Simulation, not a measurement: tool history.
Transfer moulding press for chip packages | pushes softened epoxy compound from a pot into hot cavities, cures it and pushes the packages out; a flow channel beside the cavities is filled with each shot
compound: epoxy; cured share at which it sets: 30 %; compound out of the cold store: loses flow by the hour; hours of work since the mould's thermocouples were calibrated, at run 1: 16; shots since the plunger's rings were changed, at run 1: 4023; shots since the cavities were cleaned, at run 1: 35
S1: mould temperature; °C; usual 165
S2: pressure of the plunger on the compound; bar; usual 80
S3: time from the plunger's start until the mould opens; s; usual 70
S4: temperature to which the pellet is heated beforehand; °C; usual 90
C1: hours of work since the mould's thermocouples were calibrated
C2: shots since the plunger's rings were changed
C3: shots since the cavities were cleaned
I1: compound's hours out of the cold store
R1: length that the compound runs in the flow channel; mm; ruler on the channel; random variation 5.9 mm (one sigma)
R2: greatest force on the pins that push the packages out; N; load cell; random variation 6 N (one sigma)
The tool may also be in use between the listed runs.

run 1 hour=0 | S1=165 S2=80 S3=70 S4=90 | C1=16 C2=4023 C3=35 | I1=44.2 | R1=600 R2=240
run 2 hour=7.4 | S1=165 S2=80 S3=70 S4=90 | C1=19 C2=4089 C3=101 | I1=15.7 | R1=709 R2=269
run 3 hour=11.9 | S1=165 S2=80 S3=54 S4=90 | C1=20 C2=4129 C3=141 | I1=15.4 | R1=708 R2=565
run 4 hour=16.2 | S1=165 S2=80 S3=54 S4=90 | C1=22 C2=4167 C3=179 | I1=24 | R1=671 R2=558
run 5 hour=23.2 | S1=165 S2=80 S3=70 S4=90 | C1=25 C2=4230 C3=242 | I1=22.8 | R1=682 R2=318
run 6 hour=28.8 | S1=165 S2=80 S3=70 S4=90 | C1=27 C2=4279 C3=291 | I1=25.5 | R1=671 R2=317
run 7 hour=35.6 | S1=162 S2=73.3 S3=65 S4=82 | C1=30 C2=4340 C3=352 | I1=10.9 | R1=698 R2=543
run 8 hour=43.6 | S1=162 S2=64.9 S3=50 S4=82 | C1=33 C2=4411 C3=423 | I1=22.2 | R1=617 R2=1013
run 9 hour=49.4 | S1=159 S2=64.9 S3=50 S4=99 | C1=36 C2=4462 C3=474 | I1=30.6 | R1=585 R2=1002
run 10 hour=56.1 | S1=159 S2=64.9 S3=50 S4=99 | C1=38 C2=4522 C3=534 | I1=34.3 | R1=576 R2=1046
run 11 hour=61.2 | S1=159 S2=64.9 S3=50 S4=99 | C1=40 C2=4567 C3=579 | I1=13.9 | R1=653 R2=1164
run 12 hour=69.8 | S1=159 S2=64.9 S3=50 S4=97 | C1=44 C2=4644 C3=656 | I1=9.9 | R1=663 R2=1241

Forecast each of these 5 alternatives for the next run:
run A hour=75.3 | S1=165 S2=60.4 S3=107 S4=90 | C1=46 C2=4692 C3=704 | I1=9.2 | R1=? R2=?
run B hour=75.3 | S1=165 S2=80 S3=60 S4=90 | C1=46 C2=4692 C3=704 | I1=16.4 | R1=? R2=?
run C hour=75.3 | S1=161 S2=60.4 S3=70 S4=97 | C1=46 C2=4692 C3=704 | I1=42.1 | R1=? R2=?
run D hour=75.3 | S1=165 S2=80 S3=73 S4=90 | C1=46 C2=4692 C3=704 | I1=19.7 | R1=? R2=?
run E hour=75.3 | S1=168 S2=64.9 S3=79 S4=97 | C1=46 C2=4692 C3=704 | I1=31.4 | R1=? R2=?

run=A R1=637 R2=307
run=B R1=700 R2=589
run=C R1=531 R2=462
run=D R1=677 R2=385
run=E R1=575 R2=337
Without the tool's hidden state the same runs would have given:
run=A R1=687 R2=173
run=B R1=757 R2=332
run=C R1=574 R2=261
run=D R1=731 R2=217
run=E R1=622 R2=193

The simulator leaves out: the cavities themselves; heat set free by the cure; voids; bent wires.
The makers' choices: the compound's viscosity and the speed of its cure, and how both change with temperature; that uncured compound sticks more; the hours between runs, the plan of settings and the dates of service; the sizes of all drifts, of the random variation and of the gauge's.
